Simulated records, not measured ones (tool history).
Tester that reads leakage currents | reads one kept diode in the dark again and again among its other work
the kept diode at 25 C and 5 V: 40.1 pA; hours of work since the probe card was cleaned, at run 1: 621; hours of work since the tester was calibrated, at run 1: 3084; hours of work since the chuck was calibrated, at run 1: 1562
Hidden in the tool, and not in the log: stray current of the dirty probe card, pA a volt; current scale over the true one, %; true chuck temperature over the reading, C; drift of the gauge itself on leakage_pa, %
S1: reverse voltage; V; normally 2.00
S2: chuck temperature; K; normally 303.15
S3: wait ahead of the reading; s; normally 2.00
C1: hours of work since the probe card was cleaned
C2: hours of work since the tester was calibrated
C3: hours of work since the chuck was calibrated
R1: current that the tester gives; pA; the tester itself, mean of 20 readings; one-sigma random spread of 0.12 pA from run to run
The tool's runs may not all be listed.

Run 1, hour 0.0: usual settings; C1 621; C2 3084; C3 1562. Result: R1 37.80 pA.
Run 2, hour 112.8: usual settings; C1 689; C2 3152; C3 1630. Result: R1 37.81 pA.
Run 3, hour 210.2: usual settings; C1 749; C2 3212; C3 1690. Result: R1 37.99 pA.
Run 4, hour 263.9: usual settings; C1 782; C2 3244; C3 1723. Result: R1 38.14 pA.
Run 5, hour 327.8: usual settings but S1 1.07 V; C1 821; C2 3283; C3 1762. Result: R1 26.53 pA.
Run 6, hour 452.2: usual settings but S1 1.07 V; C1 896; C2 3359; C3 1837. Result: R1 26.58 pA.
Run 7, hour 547.1: usual settings but S1 1.07 V; C1 954; C2 3417; C3 1895. Result: R1 26.67 pA.
At hour 636.2: chuck's temperature calibrated.
Run 8, hour 669.7: usual settings but S1 1.07 V; C1 1028; C2 3490; C3 20. Result: R1 27.66 pA.
Run 9, hour 747.7: usual settings but S1 1.18 V; C1 1075; C2 3538; C3 68. Result: R1 29.50 pA.
Run 10, hour 807.5: usual settings; C1 1112; C2 3574; C3 104. Result: R1 40.15 pA.
At hour 818.1: probe card cleaned and baked.
Run 11, hour 921.0: usual settings; C1 63; C2 3642; C3 172. Result: R1 41.60 pA.
Run 12, hour 979.1: usual settings; C1 98; C2 3677; C3 207. Result: R1 41.72 pA.
Run 13, hour 1045.1: usual settings; C1 138; C2 3717; C3 247. Result: R1 41.87 pA.
Run 14, hour 1111.1: usual settings; C1 179; C2 3758; C3 288. Result: R1 41.81 pA.
Run 15, hour 1175.5: usual settings; C1 218; C2 3797; C3 327. Result: R1 41.81 pA.
Run 16, hour 1228.8: usual settings but S2 318.15 K; C1 250; C2 3829; C3 359. Result: R1 127.87 pA.
Run 17, hour 1355.2: usual settings but S2 318.15 K; C1 327; C2 3906; C3 436. Result: R1 127.48 pA.
At hour 1370.1: probe card cleaned and baked, once more.
Run 18, hour 1457.1: usual settings but S1 8.04 V, S2 297.15 K, S3 4.72 s; C1 53; C2 3967; C3 497. Result: R1 49.23 pA.
Run 19, hour 1544.7: usual settings but S1 10.02 V, S2 299.15 K, S3 1.01 s; C1 106; C2 4020; C3 550. Result: R1 67.76 pA.
Run 20, hour 1601.0: usual settings but S1 4.73 V, S2 298.15 K, S3 0.59 s; C1 141; C2 4054; C3 584. Result: R1 41.13 pA.
Run 21, hour 1716.6: usual settings but S1 16.72 V, S2 307.15 K, S3 3.96 s; C1 211; C2 4125; C3 655. Result: R1 173.40 pA.
Run 22, hour 1768.7: usual settings but S1 5.49 V, S2 307.15 K, S3 1.28 s; C1 243; C2 4157; C3 687. Result: R1 92.93 pA.
Run 23, hour 1870.8: usual settings but S1 5.49 V, S2 307.15 K, S3 1.28 s; C1 305; C2 4219; C3 749. Result: R1 92.93 pA.
Run 24, hour 1994.9: usual settings but S1 3.67 V, S2 307.15 K, S3 1.28 s; C1 381; C2 4295; C3 824. Result: R1 74.33 pA.
At hour 2085.4: tester calibrated.
Run 25, hour 2110.4: usual settings but S1 2.18 V, S2 307.15 K, S3 1.23 s; C1 450; C2 15; C3 894. Result: R1 54.25 pA.
Run 26, hour 2179.3: usual settings but S1 2.37 V, S2 311.15 K, S3 6.67 s; C1 492; C2 57; C3 936. Result: R1 77.84 pA.
Run 27, hour 2265.4: usual settings but S1 2.37 V, S2 311.15 K, S3 6.67 s; C1 544; C2 110; C3 988. Result: R1 78.25 pA.

Describe how what the log doesn't record of the tool's condition differs between the last listed run preceding each entry between runs and the first listed run following it.
From run 7 to run 8: chuck's temperature calibrated (hour 636.2)
  stray current of the dirty probe card, pA a volt: 1.219 -> 1.32; current scale over the true one, %: 1.16 -> 1.18; true chuck temperature over the reading, C: -0.42 -> 0
  measured less the result without the state, R1: +0.69 -> +1.72 pA
From run 10 to run 11: probe card cleaned and baked (hour 818.1)
  stray current of the dirty probe card, pA a volt: 1.431 -> 2.101; current scale over the true one, %: 1.22 -> 1.24; true chuck temperature over the reading, C: -0.02 -> -0.04
  measured less the result without the state, R1: +3.25 -> +4.57 pA
From run 17 to run 18: probe card cleaned and baked, once more (hour 1370.1)
  stray current of the dirty probe card, pA a volt: 2.459 -> 0.091; current scale over the true one, %: 1.33 -> 1.35; true chuck temperature over the reading, C: -0.11 -> -0.12
  measured less the result without the state, R1: +5.56 -> +0.72 pA
From run 24 to run 25: tester calibrated (hour 2085.4)
  stray current of the dirty probe card, pA a volt: 0.524 -> 0.619; current scale over the true one, %: 1.47 -> -0.01; true chuck temperature over the reading, C: -0.2 -> -0.22
  measured less the result without the state, R1: +1.73 -> +0.33 pA

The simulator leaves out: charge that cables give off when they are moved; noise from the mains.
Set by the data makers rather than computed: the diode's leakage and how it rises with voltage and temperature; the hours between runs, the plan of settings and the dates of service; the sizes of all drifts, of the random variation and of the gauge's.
